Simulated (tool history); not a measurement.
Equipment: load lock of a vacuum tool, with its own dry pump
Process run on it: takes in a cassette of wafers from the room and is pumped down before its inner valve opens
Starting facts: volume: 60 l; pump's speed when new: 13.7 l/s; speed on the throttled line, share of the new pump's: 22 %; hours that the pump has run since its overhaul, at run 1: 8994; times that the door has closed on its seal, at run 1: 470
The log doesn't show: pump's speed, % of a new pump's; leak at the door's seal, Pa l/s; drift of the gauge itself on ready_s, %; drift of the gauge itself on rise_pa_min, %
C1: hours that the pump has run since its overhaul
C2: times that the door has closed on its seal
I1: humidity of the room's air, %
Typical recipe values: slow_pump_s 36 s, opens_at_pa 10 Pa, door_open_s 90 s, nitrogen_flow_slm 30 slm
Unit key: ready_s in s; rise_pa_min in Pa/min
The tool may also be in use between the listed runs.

Run 1, hour 0: usual settings; C1 8994; C2 470; I1 47.9. Result: ready_s 75.4 s, rise_pa_min 0.02 Pa/min.
Run 2, hour 158.3: usual settings but slow_pump_s 33 s; C1 9153; C2 736; I1 48.6. Result: ready_s 73.4 s, rise_pa_min 0.021 Pa/min.
Run 3, hour 354.9: usual settings but slow_pump_s 33 s; C1 9349; C2 1065; I1 46.1. Result: ready_s 73.8 s, rise_pa_min 0.019 Pa/min.
Run 4, hour 485: usual settings but nitrogen_flow_slm 18 slm; C1 9479; C2 1284; I1 44.5. Result: ready_s 75.3 s, rise_pa_min 0.029 Pa/min.
Run 5, hour 625.5: usual settings; C1 9620; C2 1519; I1 43.4. Result: ready_s 75.7 s, rise_pa_min 0.022 Pa/min.
Run 6, hour 880.6: usual settings; C1 9875; C2 1947; I1 49. Result: ready_s 75.9 s, rise_pa_min 0.024 Pa/min.
Run 7, hour 1007.4: usual settings but nitrogen_flow_slm 11 slm; C1 10002; C2 2160; I1 48.6. Result: ready_s 76.9 s, rise_pa_min 0.032 Pa/min.
Run 8, hour 1245.9: usual settings but nitrogen_flow_slm 11 slm; C1 10240; C2 2560; I1 44.6. Result: ready_s 77.4 s, rise_pa_min 0.032 Pa/min.
Run 9, hour 1392: usual settings but nitrogen_flow_slm 11 slm; C1 10386; C2 2805; I1 42.1. Result: ready_s 77.2 s, rise_pa_min 0.031 Pa/min.
Run 10, hour 1620.8: usual settings but slow_pump_s 20 s; C1 10615; C2 3189; I1 43.6. Result: ready_s 65.2 s, rise_pa_min 0.02 Pa/min.
Run 11, hour 1825.8: usual settings but opens_at_pa 18 Pa; C1 10820; C2 3533; I1 45.4. Result: ready_s 74 s, rise_pa_min 0.022 Pa/min.
Run 12, hour 1948: usual settings but opens_at_pa 9 Pa; C1 10942; C2 3738; I1 43.5. Result: ready_s 77.5 s, rise_pa_min 0.031 Pa/min.
Run 13, hour 2082.1: usual settings but opens_at_pa 9 Pa; C1 11077; C2 3963; I1 44.6. Result: ready_s 78 s, rise_pa_min 0.018 Pa/min.
Run 14, hour 2235.9: usual settings but opens_at_pa 9 Pa; C1 11230; C2 4221; I1 48. Result: ready_s 78.5 s, rise_pa_min 0.028 Pa/min.
Run 15, hour 2369.8: usual settings but opens_at_pa 9 Pa, nitrogen_flow_slm 10 slm; C1 11364; C2 4446; I1 44.5. Result: ready_s 77.7 s, rise_pa_min 0.035 Pa/min.
Run 16, hour 2556.1: usual settings but opens_at_pa 9 Pa, nitrogen_flow_slm 10 slm; C1 11551; C2 4758; I1 44.3. Result: ready_s 78.3 s, rise_pa_min 0.034 Pa/min.
Run 17, hour 2685.3: usual settings but opens_at_pa 9 Pa, nitrogen_flow_slm 10 slm; C1 11680; C2 4975; I1 48.7. Result: ready_s 78.5 s, rise_pa_min 0.039 Pa/min.
Run 18, hour 2855.7: usual settings but door_open_s 132 s; C1 11850; C2 5261; I1 47.2. Result: ready_s 78.1 s, rise_pa_min 0.034 Pa/min.
At hour 2878: dry pump taken out, an overhauled one fitted.
Run 19, hour 3026.2: usual settings but door_open_s 132 s; C1 148; C2 5537; I1 43.4. Result: ready_s 69 s, rise_pa_min 0.03 Pa/min.
Run 20, hour 3200.9: usual settings but slow_pump_s 24 s, opens_at_pa 17 Pa, door_open_s 46 s, nitrogen_flow_slm 4 slm; C1 323; C2 5830; I1 45.4. Result: ready_s 56.7 s, rise_pa_min 0.032 Pa/min.
Run 21, hour 3396.6: usual settings but slow_pump_s 32 s, door_open_s 205 s, nitrogen_flow_slm 19 slm; C1 519; C2 6158; I1 43.9. Result: ready_s 66.1 s, rise_pa_min 0.036 Pa/min.
Run 22, hour 3616: usual settings but slow_pump_s 32 s, door_open_s 205 s, nitrogen_flow_slm 19 slm; C1 738; C2 6526; I1 48.9. Result: ready_s 65.1 s, rise_pa_min 0.047 Pa/min.
Run 23, hour 3859.9: usual settings but slow_pump_s 33 s, door_open_s 50 s; C1 982; C2 6935; I1 45.6. Result: ready_s 66.6 s, rise_pa_min 0.023 Pa/min.
Run 24, hour 4099.1: usual settings but slow_pump_s 32 s, opens_at_pa 11 Pa, door_open_s 50 s; C1 1221; C2 7337; I1 45.1. Result: ready_s 65.1 s, rise_pa_min 0.026 Pa/min.
Run 25, hour 4211.7: usual settings but slow_pump_s 22 s, door_open_s 120 s; C1 1334; C2 7526; I1 49.2. Result: ready_s 57.7 s, rise_pa_min 0.034 Pa/min.
Run 26, hour 4365.2: usual settings but slow_pump_s 22 s, opens_at_pa 9 Pa, door_open_s 57 s, nitrogen_flow_slm 28 slm; C1 1487; C2 7783; I1 46. Result: ready_s 58.7 s, rise_pa_min 0.033 Pa/min.
Run 27, hour 4634.2: usual settings but slow_pump_s 18 s, opens_at_pa 8 Pa, nitrogen_flow_slm 28 slm; C1 1756; C2 8234; I1 45. Result: ready_s 57.2 s, rise_pa_min 0.036 Pa/min.
Run 28, hour 4788.4: usual settings but slow_pump_s 29 s, door_open_s 91 s; C1 1910; C2 8493; I1 43.1. Result: ready_s 63.9 s, rise_pa_min 0.034 Pa/min.
Run 29, hour 4916.6: usual settings but opens_at_pa 11 Pa; C1 2039; C2 8708; I1 43.3. Result: ready_s 68.2 s, rise_pa_min 0.024 Pa/min.

Run 30 comes next. What will it give?
Run 30, hour 5040.5: usual settings but opens_at_pa 11 Pa; C1 2162; C2 8916; I1 47. Result: ready_s ?, rise_pa_min ?.

{"run 30": {"ready_s": 69.8, "rise_pa_min": 0.032}}
The same run, on a tool lacking any hidden state, would have yielded ready_s 68.6 s, rise_pa_min 0.02 Pa/min.

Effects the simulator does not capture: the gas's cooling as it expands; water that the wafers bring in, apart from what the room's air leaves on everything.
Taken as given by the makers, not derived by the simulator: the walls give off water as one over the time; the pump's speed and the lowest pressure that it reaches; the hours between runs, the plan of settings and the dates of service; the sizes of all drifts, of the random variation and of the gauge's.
